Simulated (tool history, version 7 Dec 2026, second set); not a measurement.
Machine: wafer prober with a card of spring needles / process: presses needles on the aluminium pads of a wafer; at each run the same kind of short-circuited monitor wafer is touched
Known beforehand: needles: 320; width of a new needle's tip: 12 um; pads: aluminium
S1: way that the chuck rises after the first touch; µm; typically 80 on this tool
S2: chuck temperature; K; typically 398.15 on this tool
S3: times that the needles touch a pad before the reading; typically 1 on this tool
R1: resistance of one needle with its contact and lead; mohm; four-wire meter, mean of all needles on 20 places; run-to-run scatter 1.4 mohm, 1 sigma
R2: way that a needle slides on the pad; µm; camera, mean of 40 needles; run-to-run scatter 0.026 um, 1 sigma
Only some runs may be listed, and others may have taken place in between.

{"run": 1, "hour": 0.0, "S1": 80, "S2": 398.15, "S3": 1, "R1": 130, "R2": 15.08}
{"hour": 1.0, "done": "tips cleaned on abrasive film"}
{"hour": 5.5, "done": "tips cleaned on abrasive film"}
{"hour": 9.3, "done": "tips cleaned on abrasive film"}
{"run": 2, "hour": 12.1, "S1": 80, "S2": 398.15, "S3": 1, "R1": 127, "R2": 15.1}
{"hour": 13.1, "done": "tips cleaned on abrasive film"}
{"hour": 17.7, "done": "tips cleaned on abrasive film"}
{"run": 3, "hour": 18.8, "S1": 80, "S2": 398.15, "S3": 1, "R1": 128, "R2": 15.14}
{"hour": 22.0, "done": "tips cleaned on abrasive film"}
{"hour": 26.0, "done": "tips cleaned on abrasive film"}
{"run": 4, "hour": 26.0, "S1": 80, "S2": 398.15, "S3": 1, "R1": 131, "R2": 15.13}
{"hour": 30.6, "done": "tips cleaned on abrasive film"}
{"hour": 35.1, "done": "tips cleaned on abrasive film"}
{"run": 5, "hour": 36.5, "S1": 80, "S2": 398.15, "S3": 1, "R1": 129, "R2": 15.13}
{"hour": 39.0, "done": "tips cleaned on abrasive film"}
{"hour": 39.3, "done": "height of the first contact set anew"}
{"hour": 43.6, "done": "tips cleaned on abrasive film"}
{"hour": 47.4, "done": "tips cleaned on abrasive film"}
{"run": 6, "hour": 48.4, "S1": 80, "S2": 398.15, "S3": 1, "R1": 126, "R2": 15.18}
{"hour": 51.8, "done": "tips cleaned on abrasive film"}
{"hour": 56.4, "done": "tips cleaned on abrasive film"}
{"hour": 60.2, "done": "tips cleaned on abrasive film"}
{"run": 7, "hour": 62.6, "S1": 80, "S2": 398.15, "S3": 2, "R1": 129, "R2": 15.18}
{"hour": 64.5, "done": "tips cleaned on abrasive film"}
{"hour": 68.9, "done": "tips cleaned on abrasive film"}
{"run": 8, "hour": 69.9, "S1": 80, "S2": 398.15, "S3": 1, "R1": 127, "R2": 15.18}
{"hour": 72.8, "done": "tips cleaned on abrasive film"}
{"hour": 76.6, "done": "tips cleaned on abrasive film"}
{"hour": 81.0, "done": "tips cleaned on abrasive film"}
{"run": 9, "hour": 84.3, "S1": 80, "S2": 398.15, "S3": 2, "R1": 128, "R2": 15.22}
{"hour": 85.3, "done": "tips cleaned on abrasive film"}
{"hour": 89.7, "done": "tips cleaned on abrasive film"}
{"hour": 93.5, "done": "tips cleaned on abrasive film"}
{"run": 10, "hour": 94.4, "S1": 80, "S2": 398.15, "S3": 2, "R1": 129, "R2": 15.15}
{"hour": 97.9, "done": "tips cleaned on abrasive film"}
{"hour": 102.2, "done": "tips cleaned on abrasive film"}
{"run": 11, "hour": 105.8, "S1": 80, "S2": 398.15, "S3": 2, "R1": 128, "R2": 15.25}
{"hour": 106.8, "done": "tips cleaned on abrasive film"}
{"hour": 111.1, "done": "tips cleaned on abrasive film"}
{"hour": 115.8, "done": "tips cleaned on abrasive film"}
{"hour": 120.1, "done": "tips cleaned on abrasive film"}
{"run": 12, "hour": 120.7, "S1": 80, "S2": 398.15, "S3": 1, "R1": 129, "R2": 15.29}
{"hour": 124.0, "done": "tips cleaned on abrasive film"}
{"hour": 128.2, "done": "tips cleaned on abrasive film"}
{"run": 13, "hour": 128.8, "S1": 80, "S2": 398.15, "S3": 2, "R1": 126, "R2": 15.26}
{"hour": 132.2, "done": "tips cleaned on abrasive film"}
{"hour": 136.6, "done": "tips cleaned on abrasive film"}
{"run": 14, "hour": 139.0, "S1": 80, "S2": 398.15, "S3": 2, "R1": 129, "R2": 15.29}
{"hour": 140.7, "done": "tips cleaned on abrasive film"}
{"hour": 145.0, "done": "tips cleaned on abrasive film"}
{"hour": 148.9, "done": "height of the first contact set anew"}
{"hour": 150.0, "done": "tips cleaned on abrasive film"}
{"run": 15, "hour": 152.7, "S1": 73, "S2": 313.15, "S3": 1, "R1": 116, "R2": 13.93}
{"hour": 154.4, "done": "tips cleaned on abrasive film"}
{"hour": 158.4, "done": "tips cleaned on abrasive film"}
{"run": 16, "hour": 161.0, "S1": 73, "S2": 330.15, "S3": 1, "R1": 118, "R2": 13.98}
{"hour": 163.0, "done": "tips cleaned on abrasive film"}
{"hour": 167.6, "done": "tips cleaned on abrasive film"}
{"hour": 171.6, "done": "tips cleaned on abrasive film"}
{"run": 17, "hour": 175.2, "S1": 66, "S2": 301.15, "S3": 1, "R1": 116, "R2": 12.63}
{"hour": 176.1, "done": "tips cleaned on abrasive film"}
{"hour": 180.0, "done": "tips cleaned on abrasive film"}
{"hour": 184.2, "done": "tips cleaned on abrasive film"}
{"hour": 188.5, "done": "tips cleaned on abrasive film"}
{"run": 18, "hour": 188.5, "S1": 66, "S2": 301.15, "S3": 1, "R1": 113, "R2": 12.66}
{"hour": 192.7, "done": "tips cleaned on abrasive film"}
{"run": 19, "hour": 196.1, "S1": 71, "S2": 304.15, "S3": 2, "R1": 116, "R2": 13.58}
{"hour": 197.0, "done": "tips cleaned on abrasive film"}
{"hour": 201.5, "done": "tips cleaned on abrasive film"}
{"hour": 205.9, "done": "tips cleaned on abrasive film"}
{"run": 20, "hour": 208.4, "S1": 86, "S2": 356.15, "S3": 2, "R1": 123, "R2": 16.44}
{"hour": 210.1, "done": "tips cleaned on abrasive film"}
{"hour": 214.5, "done": "tips cleaned on abrasive film"}
{"hour": 218.4, "done": "tips cleaned on abrasive film"}
{"run": 21, "hour": 218.4, "S1": 80, "S2": 305.15, "S3": 2, "R1": 114, "R2": 15.34}
{"hour": 222.9, "done": "tips cleaned on abrasive film"}
{"run": 22, "hour": 225.1, "S1": 80, "S2": 305.15, "S3": 2, "R1": 114, "R2": 15.35}
{"hour": 227.0, "done": "tips cleaned on abrasive film"}
{"hour": 230.6, "done": "gauge calibrated"}
{"hour": 231.3, "done": "tips cleaned on abrasive film"}
{"hour": 235.3, "done": "tips cleaned on abrasive film"}
{"run": 23, "hour": 236.2, "S1": 92, "S2": 345.15, "S3": 1, "R1": 120, "R2": 17.37}
{"hour": 239.7, "done": "tips cleaned on abrasive film"}
{"hour": 243.6, "done": "tips cleaned on abrasive film"}
{"hour": 247.6, "done": "tips cleaned on abrasive film"}
{"run": 24, "hour": 248.8, "S1": 80, "S2": 306.15, "S3": 1, "R1": 115, "R2": 15.12}
{"hour": 252.0, "done": "tips cleaned on abrasive film"}
{"hour": 255.8, "done": "tips cleaned on abrasive film"}
{"hour": 258.7, "done": "height of the first contact set anew"}
{"run": 25, "hour": 259.0, "S1": 80, "S2": 306.15, "S3": 1, "R1": 115, "R2": 15.13}
{"hour": 260.0, "done": "tips cleaned on abrasive film"}
{"hour": 264.5, "done": "tips cleaned on abrasive film"}
{"hour": 268.3, "done": "tips cleaned on abrasive film"}
{"run": 26, "hour": 270.0, "S1": 97, "S2": 398.15, "S3": 1, "R1": 130, "R2": 18.44}
{"hour": 272.7, "done": "tips cleaned on abrasive film"}
{"hour": 276.5, "done": "tips cleaned on abrasive film"}
{"hour": 280.7, "done": "tips cleaned on abrasive film"}
{"run": 27, "hour": 282.8, "S1": 69, "S2": 398.15, "S3": 1, "R1": 128, "R2": 13.07}

Here are 3 independent what-if runs from the current tool condition. What would each one return?
{"hour": 285.3, "done": "tips cleaned on abrasive film"}
{"hour": 289.3, "done": "tips cleaned on abrasive film"}
{"hour": 293.8, "done": "tips cleaned on abrasive film"}
{"run": "A", "hour": 294.5, "S1": 80, "S2": 322.15, "S3": 1, "R1": "?", "R2": "?"}
{"hour": 285.3, "done": "tips cleaned on abrasive film"}
{"hour": 289.3, "done": "tips cleaned on abrasive film"}
{"hour": 293.8, "done": "tips cleaned on abrasive film"}
{"run": "B", "hour": 294.5, "S1": 60, "S2": 370.15, "S3": 1, "R1": "?", "R2": "?"}
{"hour": 285.3, "done": "tips cleaned on abrasive film"}
{"hour": 289.3, "done": "tips cleaned on abrasive film"}
{"hour": 293.8, "done": "tips cleaned on abrasive film"}
{"run": "C", "hour": 294.5, "S1": 76, "S2": 300.15, "S3": 3, "R1": "?", "R2": "?"}

run=A R1=118 R2=15.22
run=B R1=124 R2=11.34
run=C R1=114 R2=14.39
Had the tool no hidden state, the same runs would have come out as:
run=A R1=118 R2=15.16
run=B R1=123 R2=11.30
run=C R1=114 R2=14.33

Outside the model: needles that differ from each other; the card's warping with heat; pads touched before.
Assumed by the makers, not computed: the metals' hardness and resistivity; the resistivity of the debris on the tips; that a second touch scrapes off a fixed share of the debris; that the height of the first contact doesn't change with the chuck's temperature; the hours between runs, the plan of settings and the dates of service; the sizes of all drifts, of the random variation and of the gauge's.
